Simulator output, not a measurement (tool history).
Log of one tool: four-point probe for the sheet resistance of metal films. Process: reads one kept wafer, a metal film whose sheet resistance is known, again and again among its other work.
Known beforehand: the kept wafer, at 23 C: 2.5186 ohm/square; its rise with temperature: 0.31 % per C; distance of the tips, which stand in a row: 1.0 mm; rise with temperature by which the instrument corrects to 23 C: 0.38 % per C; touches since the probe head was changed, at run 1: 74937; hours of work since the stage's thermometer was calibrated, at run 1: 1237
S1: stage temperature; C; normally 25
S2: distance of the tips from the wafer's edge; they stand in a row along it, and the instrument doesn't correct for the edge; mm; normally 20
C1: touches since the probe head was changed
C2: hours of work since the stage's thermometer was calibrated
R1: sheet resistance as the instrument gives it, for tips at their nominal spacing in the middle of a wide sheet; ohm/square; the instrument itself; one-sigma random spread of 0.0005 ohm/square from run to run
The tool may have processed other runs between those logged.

run	hour	S1	S2	C1	C2	R1
1	0.0	25	20	74937	1237	2.506441
2	87.4	25	20	78173	1280	2.506838
3	129.0	25	20	79710	1300	2.505846
4	188.2	25	20	81904	1329	2.505224
5	257.9	18	20	84483	1363	2.517751
6	306.8	18	20	86296	1387	2.517257
7	393.8	18	20	89516	1430	2.517501
8	443.2	18	20	91343	1454	2.516178
9	538.7	18	20	94880	1501	2.514811
10	585.0	25	14	96594	1523	2.505962
11	652.1	33	14	99076	1556	2.492274
12	729.4	23	20	101941	1594	2.506012
13	818.2	23	20	105228	1638	2.504637
14	905.0	23	20	108439	1680	2.503982
15	971.4	23	20	110898	1712	2.504827
16	1015.3	23	20	112524	1734	2.502689
17	1099.2	23	20	115629	1775	2.502266
18	1144.2	25	20	117294	1797	2.499029
19	1198.8	25	29	119316	1824	2.496821
20	1285.5	25	20	122526	1866	2.498077
21	1358.2	21	20	125216	1902	2.505424
22	1446.0	25	20	128468	1945	2.497440
23	1505.4	19	9	130667	1974	2.519593
24	1560.7	26	26	132715	2001	2.493685
25	1634.0	26	26	135427	2036	2.492763
26	1697.2	26	26	137767	2067	2.492327
27	1770.3	28	20	140473	2103	2.489673
28	1825.7	21	42	142526	2130	2.498550
29	1870.2	21	9	144170	2152	2.514365
30	1932.7	34	3	146484	2183	2.614642
31	2029.0	28	12	150049	2230	2.494186
32	2115.2	21	3	153243	2272	2.636236
33	2190.5	22	49	156029	2309	2.493803
34	2232.0	18	32	157564	2329	2.502408
35	2275.8	18	32	159188	2350	2.501024
36	2367.6	29	51	162586	2395	2.481188
37	2465.2	28	5	166198	2443	2.534435
38	2513.3	28	5	167979	2466	2.534508
39	2572.9	19	6	170186	2496	2.532925
40	2614.4	19	6	171723	2516	2.532831
41	2662.2	28	4	173492	2539	2.561633
# hour 2700.0: stage's thermometer calibrated
42	2706.0	23	4	175096	3	2.575241
43	2791.5	23	27	178261	45	2.496921
44	2857.0	23	27	180685	77	2.496222

5 options for the next run, each taken on its own from the tool as it stands now. Forecast them:
A	2941.4	29	27	183808	118	?
B	2941.4	27	5	183808	118	?
C	2941.4	33	7	183808	118	?
D	2941.4	23	37	183808	118	?
E	2941.4	19	5	183808	118	?

run	R1
A	2.483753
B	2.537950
C	2.503356
D	2.493539
E	2.552613
With the hidden condition removed and each run's random variation left untouched, the same runs would have given:
run	R1
A	2.509241
B	2.563951
C	2.529027
D	2.519124
E	2.578760
